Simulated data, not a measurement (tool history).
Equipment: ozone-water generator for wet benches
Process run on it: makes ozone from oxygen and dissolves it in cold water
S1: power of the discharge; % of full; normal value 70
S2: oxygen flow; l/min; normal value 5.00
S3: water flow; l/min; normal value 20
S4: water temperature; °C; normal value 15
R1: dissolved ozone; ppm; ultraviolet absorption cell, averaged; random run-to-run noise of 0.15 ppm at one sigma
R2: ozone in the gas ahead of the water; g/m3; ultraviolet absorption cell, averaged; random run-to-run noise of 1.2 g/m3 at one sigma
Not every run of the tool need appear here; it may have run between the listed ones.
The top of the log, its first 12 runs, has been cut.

run	day	S1	S2	S3	S4	R1	R2
13	17.842	70	6.38	20	15	18.2	185.6
14	19.533	70	6.38	20	15	17.7	187.1
15	20.925	44	5.00	20	15	13.3	162.6
16	21.788	44	5.00	20	15	13.6	162.2
17	23.396	44	5.00	13	15	19.5	160.7
18	24.867	70	5.00	31	15	11.5	209.4
19	26.362	45	5.11	29	13	10.0	161.2
20	28.200	45	5.11	20	13	13.9	161.5
21	29.350	81	4.02	29	10	13.0	249.0
22	30.946	99	4.02	32	18	12.3	276.6
23	32.508	70	3.96	25	15	13.2	231.0
24	34.429	47	5.08	20	15	13.8	163.6
25	36.442	48	5.00	18	15	15.3	169.0
26	38.467	48	5.00	18	15	15.3	167.1
27	40.288	48	5.00	18	15	15.1	167.8
28	41.792	48	5.00	18	15	15.4	167.3
29	43.562	86	5.26	20	10	20.2	222.3
30	44.467	86	5.26	20	10	20.0	222.4
31	46.062	86	5.26	20	10	20.0	221.1
32	47.112	86	5.26	20	10	19.9	221.9
33	48.604	70	3.84	13	15	23.5	228.0
34	49.804	70	6.12	16	15	20.3	183.6

Branching from run 34: 3 alternative next runs. What would each branch give?
A	51.783	70	7.99	20	7	?	?
B	51.783	90	5.00	21	15	?	?
C	51.783	70	2.95	20	9	?	?

run	R1	R2
A	19.6	161.4
B	18.3	230.6
C	16.2	259.1
Take away the tool's hidden state, keep each run's random variation, and the runs would have read:
run	R1	R2
A	22.4	171.1
B	21.3	246.4
C	18.6	274.7

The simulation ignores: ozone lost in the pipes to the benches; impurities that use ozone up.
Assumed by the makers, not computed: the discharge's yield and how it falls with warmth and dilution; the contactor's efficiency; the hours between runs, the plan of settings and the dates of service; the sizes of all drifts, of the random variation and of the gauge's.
